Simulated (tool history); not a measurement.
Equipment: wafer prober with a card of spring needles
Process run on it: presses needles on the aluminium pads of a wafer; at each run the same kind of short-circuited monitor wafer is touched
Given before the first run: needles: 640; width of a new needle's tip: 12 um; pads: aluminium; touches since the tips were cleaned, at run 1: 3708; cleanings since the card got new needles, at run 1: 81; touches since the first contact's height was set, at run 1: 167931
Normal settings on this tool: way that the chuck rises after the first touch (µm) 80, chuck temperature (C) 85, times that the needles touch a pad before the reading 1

run,day,way that the chuck rises after the first touch (µm),chuck temperature (C),times that the needles touch a pad before the reading,touches since the tips were cleaned,cleanings since the card got new needles,touches since the first contact's height was set,resistance of one needle with its contact and lead (mohm),way that a needle slides on the pad (µm)
1,0,80,85,1,3708,81,167931,187,11.43
# day 0.092: tips cleaned on abrasive film
# day 0.546: tips cleaned on abrasive film
# day 0.979: tips cleaned on abrasive film
# day 1.354: tips cleaned on abrasive film
2,1.354,80,94,1,0,85,181840,169,11.47
# day 1.804: tips cleaned on abrasive film
# day 2.242: tips cleaned on abrasive film
# day 2.412: height of the first contact set anew
3,2.462,80,94,1,2181,87,517,185,11.8
# day 2.646: tips cleaned on abrasive film
# day 3.021: tips cleaned on abrasive film
4,3.217,80,85,1,2043,89,8265,178,11.83
# day 3.467: tips cleaned on abrasive film
# day 3.871: tips cleaned on abrasive film
# day 4.304: tips cleaned on abrasive film
# day 4.675: tips cleaned on abrasive film
5,4.675,80,85,1,0,93,23241,167,11.85
# day 5.112: tips cleaned on abrasive film
6,5.379,80,85,1,2764,94,30506,189,11.71
# day 5.542: tips cleaned on abrasive film
# day 5.95: tips cleaned on abrasive film
# day 6.392: tips cleaned on abrasive film
# day 6.829: tips cleaned on abrasive film
7,6.9,80,85,1,738,98,46172,169,11.66
# day 7.242: tips cleaned on abrasive film
# day 7.675: tips cleaned on abrasive film
# day 8.121: tips cleaned on abrasive film
8,8.2,80,85,1,788,101,59530,174,11.74
# day 8.533: tips cleaned on abrasive film
# day 8.95: tips cleaned on abrasive film
# day 9.362: tips cleaned on abrasive film
# day 9.733: tips cleaned on abrasive film
9,9.733,80,85,1,0,105,75294,167,11.6
# day 10.179: tips cleaned on abrasive film
# day 10.612: tips cleaned on abrasive film
10,10.783,80,26,1,1792,107,86154,171,11.62
# day 11.008: tips cleaned on abrasive film
# day 11.421: tips cleaned on abrasive film
11,11.438,80,85,1,196,109,92869,166,11.59
# day 11.862: tips cleaned on abrasive film
# day 12.283: tips cleaned on abrasive film
12,12.633,80,85,1,3640,111,105198,192,11.55
# day 12.704: tips cleaned on abrasive film
# day 13.146: tips cleaned on abrasive film
13,13.338,80,85,1,1989,113,112437,180,11.53
# day 13.571: tips cleaned on abrasive film
# day 13.996: tips cleaned on abrasive film
14,14.321,80,65,1,3411,115,122585,191,11.54
# day 14.417: tips cleaned on abrasive film
# day 14.812: tips cleaned on abrasive film
# day 15.262: tips cleaned on abrasive film
15,15.571,80,65,1,3228,118,135446,188,11.55
# day 15.667: tips cleaned on abrasive film
# day 16.108: tips cleaned on abrasive film
16,16.442,80,85,3,3454,120,144410,175,11.63
# day 16.538: tips cleaned on abrasive film
# day 16.983: tips cleaned on abrasive film
17,17.062,80,85,3,813,122,150761,168,11.51
# day 17.379: tips cleaned on abrasive film
# day 17.808: tips cleaned on abrasive film
18,17.954,66,85,3,1537,124,159962,177,9.38
# day 18.2: tips cleaned on abrasive film
# day 18.617: tips cleaned on abrasive film
19,18.662,89,96,3,446,126,167214,168,12.84
# day 18.983: tips cleaned on abrasive film
# day 19.408: tips cleaned on abrasive film
20,19.408,83,36,2,0,128,174887,153,11.86
# day 19.838: tips cleaned on abrasive film
# day 20.262: tips cleaned on abrasive film
21,20.496,83,83,1,2426,130,186124,180,11.92
# day 20.675: tips cleaned on abrasive film
# day 21.117: tips cleaned on abrasive film
# day 21.129: height of the first contact set anew
22,21.171,95,52,1,432,132,432,162,13.92
# day 21.517: tips cleaned on abrasive film
# day 21.958: tips cleaned on abrasive film
# day 22.375: tips cleaned on abrasive film
23,22.65,95,52,2,2865,135,15683,167,13.91
# day 22.746: tips cleaned on abrasive film
# day 23.171: tips cleaned on abrasive film
# day 23.558: tips cleaned on abrasive film
24,23.558,95,52,2,0,138,24986,154,13.89
# day 23.983: tips cleaned on abrasive film
# day 24.408: tips cleaned on abrasive film
# day 24.771: tips cleaned on abrasive film
25,24.862,80,36,2,961,141,38414,161,11.75
# day 25.133: tips cleaned on abrasive film
# day 25.529: tips cleaned on abrasive film
26,25.833,80,36,2,3157,143,48410,170,11.64
# day 25.938: tips cleaned on abrasive film
# day 26.35: tips cleaned on abrasive film
# day 26.729: tips cleaned on abrasive film
27,26.729,66,48,1,0,146,57583,162,9.58
# day 27.179: tips cleaned on abrasive film
# day 27.6: tips cleaned on abrasive film
28,27.704,87,90,2,1085,148,67660,171,12.67
# day 27.979: tips cleaned on abrasive film
# day 28.388: tips cleaned on abrasive film
29,28.388,79,31,1,0,150,74665,155,11.46

Selected run-to-run steps in resistance of one needle with its contact and lead (mohm), each split into two signed amounts: the part the tool would show with no hidden state at all (from settings, incoming material and random variation), and the remainder, which goes to the hidden state together with any gauge scatter not common to the measured and the hidden-state-free results:
Unlogged tool condition in this case: debris on the tips, nm; way that the needles fall short of the set height, um; tips' diameter, um; drift of the gauge itself on contact_mohm, %; drift of the gauge itself on scrub_um, %.
Run 1 -> 2: chuck temperature (C) 85 -> 94, tips cleaned on abrasive film, tips cleaned on abrasive film, tips cleaned on abrasive film, tips cleaned on abrasive film. resistance of one needle with its contact and lead (mohm) -18: hidden state -25, all else +7.
Run 11 -> 12: tips cleaned on abrasive film, tips cleaned on abrasive film. resistance of one needle with its contact and lead (mohm) +26: hidden state +24, all else +2.
Run 20 -> 21: chuck temperature (C) 36 -> 83, times that the needles touch a pad before the reading 2 -> 1, tips cleaned on abrasive film, tips cleaned on abrasive film. resistance of one needle with its contact and lead (mohm) +27: hidden state +21, all else +6.
